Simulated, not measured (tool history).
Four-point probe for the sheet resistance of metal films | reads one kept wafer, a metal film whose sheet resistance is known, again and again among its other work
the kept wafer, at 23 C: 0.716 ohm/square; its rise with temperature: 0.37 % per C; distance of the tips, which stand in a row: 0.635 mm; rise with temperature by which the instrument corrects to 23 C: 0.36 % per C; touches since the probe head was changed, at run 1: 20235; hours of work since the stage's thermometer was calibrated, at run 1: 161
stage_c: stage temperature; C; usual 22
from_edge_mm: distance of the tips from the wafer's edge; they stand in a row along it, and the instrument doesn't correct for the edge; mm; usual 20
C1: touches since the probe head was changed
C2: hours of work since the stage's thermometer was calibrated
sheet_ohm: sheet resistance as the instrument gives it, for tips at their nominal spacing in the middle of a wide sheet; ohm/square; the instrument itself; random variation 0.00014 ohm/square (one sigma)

{"run": 1, "hour": 0.0, "stage_c": 22, "from_edge_mm": 20, "C1": 20235, "C2": 161, "sheet_ohm": 0.714161}
{"run": 2, "hour": 11.8, "stage_c": 22, "from_edge_mm": 20, "C1": 20564, "C2": 166, "sheet_ohm": 0.714519}
{"run": 3, "hour": 26.0, "stage_c": 22, "from_edge_mm": 20, "C1": 20960, "C2": 172, "sheet_ohm": 0.714583}
{"run": 4, "hour": 45.6, "stage_c": 22, "from_edge_mm": 20, "C1": 21508, "C2": 181, "sheet_ohm": 0.714555}
{"run": 5, "hour": 57.1, "stage_c": 22, "from_edge_mm": 20, "C1": 21828, "C2": 186, "sheet_ohm": 0.714616}
{"run": 6, "hour": 70.7, "stage_c": 22, "from_edge_mm": 20, "C1": 22208, "C2": 193, "sheet_ohm": 0.714276}
{"run": 7, "hour": 78.9, "stage_c": 34, "from_edge_mm": 20, "C1": 22436, "C2": 196, "sheet_ohm": 0.715974}
{"run": 8, "hour": 95.0, "stage_c": 34, "from_edge_mm": 20, "C1": 22888, "C2": 204, "sheet_ohm": 0.716062}
{"run": 9, "hour": 112.2, "stage_c": 34, "from_edge_mm": 20, "C1": 23368, "C2": 211, "sheet_ohm": 0.715825}
{"run": 10, "hour": 132.1, "stage_c": 34, "from_edge_mm": 20, "C1": 23922, "C2": 220, "sheet_ohm": 0.715767}
{"run": 11, "hour": 149.7, "stage_c": 34, "from_edge_mm": 10, "C1": 24416, "C2": 228, "sheet_ohm": 0.71693}
{"hour": 151.2, "done": "stage's thermometer calibrated"}
{"run": 12, "hour": 169.8, "stage_c": 22, "from_edge_mm": 33, "C1": 24963, "C2": 8, "sheet_ohm": 0.714363}
{"run": 13, "hour": 182.9, "stage_c": 22, "from_edge_mm": 33, "C1": 25328, "C2": 14, "sheet_ohm": 0.714226}
{"run": 14, "hour": 201.6, "stage_c": 34, "from_edge_mm": 8, "C1": 25850, "C2": 23, "sheet_ohm": 0.717875}
{"hour": 218.3, "done": "stage's thermometer calibrated, once more"}
{"run": 15, "hour": 218.3, "stage_c": 26, "from_edge_mm": 31, "C1": 26302, "C2": 0, "sheet_ohm": 0.715196}
{"run": 16, "hour": 237.3, "stage_c": 26, "from_edge_mm": 31, "C1": 26833, "C2": 9, "sheet_ohm": 0.715151}
{"run": 17, "hour": 254.9, "stage_c": 22, "from_edge_mm": 19, "C1": 27324, "C2": 17, "sheet_ohm": 0.714998}
{"run": 18, "hour": 271.2, "stage_c": 33, "from_edge_mm": 21, "C1": 27779, "C2": 24, "sheet_ohm": 0.716085}
{"run": 19, "hour": 280.6, "stage_c": 24, "from_edge_mm": 52, "C1": 28041, "C2": 28, "sheet_ohm": 0.714558}
{"run": 20, "hour": 289.0, "stage_c": 21, "from_edge_mm": 20, "C1": 28276, "C2": 32, "sheet_ohm": 0.714946}
{"run": 21, "hour": 304.2, "stage_c": 21, "from_edge_mm": 20, "C1": 28699, "C2": 39, "sheet_ohm": 0.71468}
{"run": 22, "hour": 319.8, "stage_c": 25, "from_edge_mm": 24, "C1": 29136, "C2": 46, "sheet_ohm": 0.715193}
{"run": 23, "hour": 333.0, "stage_c": 25, "from_edge_mm": 24, "C1": 29505, "C2": 52, "sheet_ohm": 0.715225}
{"run": 24, "hour": 347.5, "stage_c": 24, "from_edge_mm": 19, "C1": 29909, "C2": 58, "sheet_ohm": 0.715103}

How the hidden state differs across the entries between the runs, from the last listed run before each to the first after it:
Between runs 11 and 12: stage's thermometer calibrated (hour 151.2)
  inner tips' distance over the nominal, %: -0.19 -> -0.189; wafer's true temperature over the reading, C: -0.15 -> -0.19
  measured less the result without the state, sheet_ohm: -0.001877 -> -0.001982 ohm/square
Between runs 14 and 15: stage's thermometer calibrated, once more (hour 218.3)
  inner tips' distance over the nominal, %: -0.186 -> -0.184; wafer's true temperature over the reading, C: -0.2 -> -0.01
  measured less the result without the state, sheet_ohm: -0.001962 -> -0.001455 ohm/square

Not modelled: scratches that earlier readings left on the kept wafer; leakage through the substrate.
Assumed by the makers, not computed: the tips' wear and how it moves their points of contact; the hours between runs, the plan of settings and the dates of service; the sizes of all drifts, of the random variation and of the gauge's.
